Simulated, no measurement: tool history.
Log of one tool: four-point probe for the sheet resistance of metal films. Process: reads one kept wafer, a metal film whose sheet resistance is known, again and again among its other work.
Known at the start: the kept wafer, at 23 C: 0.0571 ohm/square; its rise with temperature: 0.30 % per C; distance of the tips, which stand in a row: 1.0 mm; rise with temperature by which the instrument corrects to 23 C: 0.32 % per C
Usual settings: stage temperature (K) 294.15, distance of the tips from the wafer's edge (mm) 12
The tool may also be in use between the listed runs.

run	day	stage temperature (K)	distance of the tips from the wafer's edge (mm)	sheet resistance as the instrument gives it (ohm/square)
1	0.000	294.15	12	0.057324
2	0.588	294.15	13	0.057281
3	1.121	297.15	13	0.057260
4	1.729	294.15	48	0.057114
5	2.058	294.15	51	0.057124
6	2.379	297.15	12	0.057299
7	2.762	297.15	7	0.057708
8	3.083	297.15	44	0.057105
9	3.529	304.15	43	0.057020
10	4.167	304.15	43	0.057037
11	4.879	295.15	20	0.057190

3 ways to go on from here, each from the tool as it stands after run 11. What would each give?
A	5.521	302.15	24	?
B	5.521	293.15	29	?
C	5.521	306.15	18	?

run	sheet resistance as the instrument gives it (ohm/square)
A	0.057074
B	0.057184
C	0.057112
Without the tool's hidden state the same runs would have given:
run	sheet resistance as the instrument gives it (ohm/square)
A	0.057079
B	0.057190
C	0.057118
